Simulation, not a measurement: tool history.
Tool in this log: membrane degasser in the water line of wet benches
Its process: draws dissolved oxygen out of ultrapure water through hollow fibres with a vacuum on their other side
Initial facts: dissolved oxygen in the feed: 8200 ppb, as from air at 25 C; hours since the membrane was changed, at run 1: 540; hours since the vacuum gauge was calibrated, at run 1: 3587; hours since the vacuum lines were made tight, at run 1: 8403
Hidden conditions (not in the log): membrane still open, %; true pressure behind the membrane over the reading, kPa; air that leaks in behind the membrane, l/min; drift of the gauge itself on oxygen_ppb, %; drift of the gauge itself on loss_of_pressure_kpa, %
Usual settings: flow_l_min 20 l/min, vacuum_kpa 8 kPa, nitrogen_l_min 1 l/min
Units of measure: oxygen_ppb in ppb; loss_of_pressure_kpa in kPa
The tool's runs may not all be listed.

run     day  flow_l_min  vacuum_kpa  nitrogen_l_min  hours since the membrane was changed  hours since the vacuum gauge was calibrated  hours since the vacuum lines were made tight  oxygen_ppb  loss_of_pressure_kpa
  1       0          20           8               1                                   540                                         3587                                          8403       263.7                 49.77
  2   2.221          20           8               1                                   593                                         3641                                          8457       263.4                 49.99
  3   3.675          31           8               1                                   628                                         3675                                          8491       418.9                 77.46
  4   5.146          31        9.79               1                                   663                                         3711                                          8527       516.9                 77.14
  5   7.304          31        9.79               1                                   715                                         3763                                          8579       519.2                 77.23
  6   8.633          31        9.79               1                                   747                                         3794                                          8610       524.2                 77.56
  7  11.279          22        9.79            0.83                                   811                                         3858                                          8674       424.1                 54.87
  8  12.371          20        7.89               1                                   837                                         3884                                          8700       258.9                 49.81
  9  14.788          15        7.11               1                                   895                                         3942                                          8758       162.6                 37.45
 10  15.946          15        7.11               1                                   922                                         3970                                          8786       163.2                 37.38
 11  18.483          17       10.91               1                                   983                                         4031                                          8847       325.8                 42.32
 12  19.958          17       10.91               1                                  1019                                         4066                                          8882       322.9                 42.18

Below are 5 alternative next runs, each starting from the tool's condition after run 12. Predict each:
  A  21.454          20        8.56            1.91                                  1055                                         4102                                          8918           ?                     ?
  B  21.454          20       10.59               1                                  1055                                         4102                                          8918           ?                     ?
  C  21.454          17        5.97               1                                  1055                                         4102                                          8918           ?                     ?
  D  21.454          20           8            0.57                                  1055                                         4102                                          8918           ?                     ?
  E  21.454          29       10.91               1                                  1055                                         4102                                          8918           ?                     ?

run  oxygen_ppb  loss_of_pressure_kpa
  A       186.5                 49.76
  B       368.2                 49.52
  C       143.8                 42.12
  D       380.8                 49.63
  E       543.6                 72.46
Had the tool no hidden state, the same runs would have come out as:
run  oxygen_ppb  loss_of_pressure_kpa
  A       186.4                 50.08
  B       368.1                 49.84
  C       143.7                 42.39
  D       380.6                 49.95
  E       543.5                 72.93
